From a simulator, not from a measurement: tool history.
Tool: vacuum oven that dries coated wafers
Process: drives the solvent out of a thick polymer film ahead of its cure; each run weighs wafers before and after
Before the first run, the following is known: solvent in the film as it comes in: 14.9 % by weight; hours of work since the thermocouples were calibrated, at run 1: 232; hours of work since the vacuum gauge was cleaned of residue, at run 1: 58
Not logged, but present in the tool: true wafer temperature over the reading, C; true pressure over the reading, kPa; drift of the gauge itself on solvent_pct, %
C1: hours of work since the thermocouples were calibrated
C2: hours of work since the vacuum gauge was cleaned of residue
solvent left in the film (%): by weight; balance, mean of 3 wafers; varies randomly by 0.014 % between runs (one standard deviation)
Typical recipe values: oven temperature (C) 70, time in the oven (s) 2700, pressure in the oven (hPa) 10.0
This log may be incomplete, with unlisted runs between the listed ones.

{"run": 1, "hour": 0.0, "oven temperature (C)": 70, "time in the oven (s)": 2700, "pressure in the oven (hPa)": 10.0, "C1": 232, "C2": 58, "solvent left in the film (%)": 3.64}
{"run": 2, "hour": 13.1, "oven temperature (C)": 70, "time in the oven (s)": 2700, "pressure in the oven (hPa)": 7.8, "C1": 239, "C2": 64, "solvent left in the film (%)": 3.53}
{"run": 3, "hour": 22.4, "oven temperature (C)": 70, "time in the oven (s)": 2700, "pressure in the oven (hPa)": 7.8, "C1": 243, "C2": 69, "solvent left in the film (%)": 3.56}
{"run": 4, "hour": 37.9, "oven temperature (C)": 70, "time in the oven (s)": 2700, "pressure in the oven (hPa)": 7.8, "C1": 251, "C2": 77, "solvent left in the film (%)": 3.52}
{"run": 5, "hour": 48.1, "oven temperature (C)": 70, "time in the oven (s)": 2700, "pressure in the oven (hPa)": 7.8, "C1": 256, "C2": 82, "solvent left in the film (%)": 3.56}
{"run": 6, "hour": 65.5, "oven temperature (C)": 70, "time in the oven (s)": 2700, "pressure in the oven (hPa)": 7.8, "C1": 265, "C2": 91, "solvent left in the film (%)": 3.55}
{"run": 7, "hour": 86.0, "oven temperature (C)": 69, "time in the oven (s)": 2700, "pressure in the oven (hPa)": 7.8, "C1": 275, "C2": 101, "solvent left in the film (%)": 3.75}
{"run": 8, "hour": 104.7, "oven temperature (C)": 70, "time in the oven (s)": 2700, "pressure in the oven (hPa)": 10.0, "C1": 285, "C2": 110, "solvent left in the film (%)": 3.63}
{"run": 9, "hour": 114.0, "oven temperature (C)": 70, "time in the oven (s)": 4320, "pressure in the oven (hPa)": 10.0, "C1": 289, "C2": 115, "solvent left in the film (%)": 1.95}
{"run": 10, "hour": 123.6, "oven temperature (C)": 70, "time in the oven (s)": 4320, "pressure in the oven (hPa)": 10.0, "C1": 294, "C2": 120, "solvent left in the film (%)": 1.96}
{"run": 11, "hour": 135.4, "oven temperature (C)": 70, "time in the oven (s)": 4320, "pressure in the oven (hPa)": 10.0, "C1": 300, "C2": 126, "solvent left in the film (%)": 1.95}
{"run": 12, "hour": 154.7, "oven temperature (C)": 70, "time in the oven (s)": 4320, "pressure in the oven (hPa)": 10.0, "C1": 310, "C2": 135, "solvent left in the film (%)": 1.99}
{"run": 13, "hour": 167.9, "oven temperature (C)": 70, "time in the oven (s)": 4320, "pressure in the oven (hPa)": 10.0, "C1": 316, "C2": 142, "solvent left in the film (%)": 1.95}
{"run": 14, "hour": 183.6, "oven temperature (C)": 77, "time in the oven (s)": 4320, "pressure in the oven (hPa)": 5.4, "C1": 324, "C2": 150, "solvent left in the film (%)": 0.8}
{"run": 15, "hour": 204.1, "oven temperature (C)": 84, "time in the oven (s)": 4380, "pressure in the oven (hPa)": 6.5, "C1": 334, "C2": 160, "solvent left in the film (%)": 0.38}
{"run": 16, "hour": 225.1, "oven temperature (C)": 83, "time in the oven (s)": 1680, "pressure in the oven (hPa)": 36.5, "C1": 345, "C2": 171, "solvent left in the film (%)": 3.56}
{"run": 17, "hour": 238.9, "oven temperature (C)": 83, "time in the oven (s)": 1680, "pressure in the oven (hPa)": 36.5, "C1": 352, "C2": 177, "solvent left in the film (%)": 3.54}
{"run": 18, "hour": 254.3, "oven temperature (C)": 69, "time in the oven (s)": 2940, "pressure in the oven (hPa)": 10.0, "C1": 360, "C2": 185, "solvent left in the film (%)": 3.52}
{"run": 19, "hour": 264.2, "oven temperature (C)": 60, "time in the oven (s)": 4620, "pressure in the oven (hPa)": 10.0, "C1": 364, "C2": 190, "solvent left in the film (%)": 3.85}
{"run": 20, "hour": 281.8, "oven temperature (C)": 63, "time in the oven (s)": 2880, "pressure in the oven (hPa)": 10.1, "C1": 373, "C2": 199, "solvent left in the film (%)": 5.05}
{"run": 21, "hour": 292.6, "oven temperature (C)": 63, "time in the oven (s)": 2880, "pressure in the oven (hPa)": 10.1, "C1": 379, "C2": 204, "solvent left in the film (%)": 5.05}

Branching from run 21: 5 alternative next runs. What would each branch give?
{"run": "A", "hour": 305.6, "oven temperature (C)": 63, "time in the oven (s)": 2880, "pressure in the oven (hPa)": 8.9, "C1": 385, "C2": 211, "solvent left in the film (%)": "?"}
{"run": "B", "hour": 305.6, "oven temperature (C)": 72, "time in the oven (s)": 1860, "pressure in the oven (hPa)": 10.1, "C1": 385, "C2": 211, "solvent left in the film (%)": "?"}
{"run": "C", "hour": 305.6, "oven temperature (C)": 70, "time in the oven (s)": 1620, "pressure in the oven (hPa)": 10.0, "C1": 385, "C2": 211, "solvent left in the film (%)": "?"}
{"run": "D", "hour": 305.6, "oven temperature (C)": 57, "time in the oven (s)": 1560, "pressure in the oven (hPa)": 37.4, "C1": 385, "C2": 211, "solvent left in the film (%)": "?"}
{"run": "E", "hour": 305.6, "oven temperature (C)": 74, "time in the oven (s)": 2880, "pressure in the oven (hPa)": 16.4, "C1": 385, "C2": 211, "solvent left in the film (%)": "?"}

run=A solvent_left_in_the_film_(%)=4.97
run=B solvent_left_in_the_film_(%)=4.74
run=C solvent_left_in_the_film_(%)=5.80
run=D solvent_left_in_the_film_(%)=9.96
run=E solvent_left_in_the_film_(%)=2.83
With the hidden condition removed and each run's random variation left untouched, the same runs would have given:
run=A solvent_left_in_the_film_(%)=4.98
run=B solvent_left_in_the_film_(%)=4.74
run=C solvent_left_in_the_film_(%)=5.81
run=D solvent_left_in_the_film_(%)=9.96
run=E solvent_left_in_the_film_(%)=2.83
